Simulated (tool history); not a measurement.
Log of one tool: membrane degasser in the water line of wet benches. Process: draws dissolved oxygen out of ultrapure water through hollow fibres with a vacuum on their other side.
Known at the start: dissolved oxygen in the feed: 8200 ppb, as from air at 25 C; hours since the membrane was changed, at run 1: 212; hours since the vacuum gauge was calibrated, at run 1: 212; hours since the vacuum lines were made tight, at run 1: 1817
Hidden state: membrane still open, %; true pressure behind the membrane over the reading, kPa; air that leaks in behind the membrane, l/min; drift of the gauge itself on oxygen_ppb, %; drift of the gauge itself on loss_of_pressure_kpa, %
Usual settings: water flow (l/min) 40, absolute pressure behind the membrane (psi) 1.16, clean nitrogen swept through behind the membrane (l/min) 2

| run | day | water flow (l/min) | absolute pressure behind the membrane (psi) | clean nitrogen swept through behind the membrane (l/min) | hours since the membrane was changed | hours since the vacuum gauge was calibrated | hours since the vacuum lines were made tight | dissolved oxygen in the water behind the degasser (ppb) | pressure that the water loses in the fibres (psi) |
|---|---|---|---|---|---|---|---|---|---|
| 1 | 0 | 40 | 1.16 | 2 | 212 | 212 | 1817 | 223.6 | 6.873 |
| 2 | 2.446 | 40 | 1.16 | 2 | 271 | 271 | 1875 | 220.3 | 6.827 |
| 3 | 4.7 | 30 | 1.16 | 2 | 325 | 325 | 1929 | 169.9 | 5.147 |
| 4 | 7.358 | 30 | 1.16 | 2 | 389 | 389 | 1993 | 170.3 | 5.15 |
| 5 | 10.375 | 30 | 1.16 | 4.47 | 461 | 461 | 2066 | 83.6 | 5.143 |
| 6 | 13.617 | 30 | 1.16 | 4.47 | 539 | 539 | 2143 | 83.1 | 5.078 |
| 7 | 15.554 | 33 | 1.16 | 4.47 | 585 | 585 | 2190 | 93.8 | 5.645 |
| 8 | 17.925 | 33 | 1.16 | 4.47 | 642 | 642 | 2247 | 93.4 | 5.627 |
| 9 | 20.821 | 40 | 1.16 | 2 | 712 | 712 | 2316 | 217.9 | 6.762 |
| 10 | 22.162 | 40 | 1.16 | 2 | 744 | 744 | 2348 | 222 | 6.733 |
| 11 | 24.483 | 40 | 1.16 | 2 | 800 | 800 | 2404 | 223.4 | 6.785 |
| 12 | 26.717 | 40 | 1.16 | 2 | 853 | 853 | 2458 | 222.5 | 6.773 |
| 13 | 28.988 | 55 | 0.862 | 2 | 908 | 908 | 2512 | 183.7 | 9.245 |
| 14 | 30.4 | 35 | 0.862 | 2 | 942 | 942 | 2546 | 117.2 | 5.881 |
|  | 30.558 | gauge calibrated |
| 15 | 33.079 | 40 | 0.953 | 3.66 | 1006 | 1006 | 2610 | 97.8 | 6.894 |
| 16 | 35.871 | 40 | 1.495 | 2 | 1073 | 1073 | 2677 | 323.3 | 6.834 |
| 17 | 39.158 | 40 | 1.263 | 2 | 1152 | 1152 | 2756 | 250.6 | 6.817 |
| 18 | 41.042 | 37 | 1.163 | 1.41 | 1197 | 1197 | 2802 | 274.8 | 6.289 |
| 19 | 43.529 | 28 | 2.618 | 4.14 | 1257 | 1257 | 2861 | 243.2 | 4.759 |
| 20 | 46.796 | 40 | 0.857 | 3.58 | 1335 | 1335 | 2940 | 84.2 | 6.778 |
| 21 | 48.45 | 30 | 1.16 | 2 | 1375 | 1375 | 2979 | 168.4 | 5.117 |

How the hidden state differs across the entries between the runs, from the last listed run before each to the first after it:
Between runs 14 and 15: gauge calibrated (day 30.558)
  drift of the gauge itself on loss_of_pressure_kpa, %: -2.47 -> -0.2
  measured less the result without the state, pressure that the water loses in the fibres (psi): -0.148 -> -0.013
